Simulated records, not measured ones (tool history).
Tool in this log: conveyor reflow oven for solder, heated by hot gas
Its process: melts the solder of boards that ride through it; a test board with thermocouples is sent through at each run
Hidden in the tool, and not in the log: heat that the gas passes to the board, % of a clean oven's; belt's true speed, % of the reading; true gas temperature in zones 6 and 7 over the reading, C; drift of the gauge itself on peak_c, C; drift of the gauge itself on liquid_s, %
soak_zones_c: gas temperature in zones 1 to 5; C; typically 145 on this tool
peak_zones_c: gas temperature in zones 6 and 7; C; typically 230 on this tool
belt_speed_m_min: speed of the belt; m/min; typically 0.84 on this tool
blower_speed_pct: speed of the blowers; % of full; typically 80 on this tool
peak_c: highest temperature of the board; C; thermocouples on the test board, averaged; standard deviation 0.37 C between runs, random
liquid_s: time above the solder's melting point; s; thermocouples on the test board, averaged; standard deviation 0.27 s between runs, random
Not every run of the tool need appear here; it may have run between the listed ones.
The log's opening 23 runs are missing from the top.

run	hour	soak_zones_c	peak_zones_c	belt_speed_m_min	blower_speed_pct	hours of work since the flux was cleaned out	hours of work since the belt drive was overhauled	hours of work since the thermocouples were changed	peak_c	liquid_s
24	178.8	143	230	0.84	75	46	159	479	211.3	40.1
25	189.8	141	218	0.84	75	52	166	485	201.4	30.9
26	195.2	154	230	0.84	62	55	169	488	210	42.3
27	204.8	154	230	0.84	62	61	174	494	209.8	41.8
28	211.4	154	230	0.84	62	65	178	498	209.7	41.8
29	219.8	144	221	0.84	59	69	183	502	200.1	28.4
30	230	144	243	0.84	59	75	189	508	216.5	42.9
31	238.3	144	230	0.735	78	80	193	513	215	50.4
32	243.5	144	230	0.735	78	83	196	516	215.8	50.1

3 options for the next run, each taken on its own from the tool as it stands now. Forecast them:
A	248.7	152	222	0.735	78	86	199	519	?	?
B	248.7	144	233	0.735	78	86	199	519	?	?
C	248.7	145	230	0.84	80	86	199	519	?	?

run	peak_c	liquid_s
A	210.8	49.4
B	217.9	51.8
C	212.2	41.7
With no hidden state in the tool, these same runs would have given:
run	peak_c	liquid_s
A	211.6	49.9
B	218.8	52.2
C	213.2	42.2
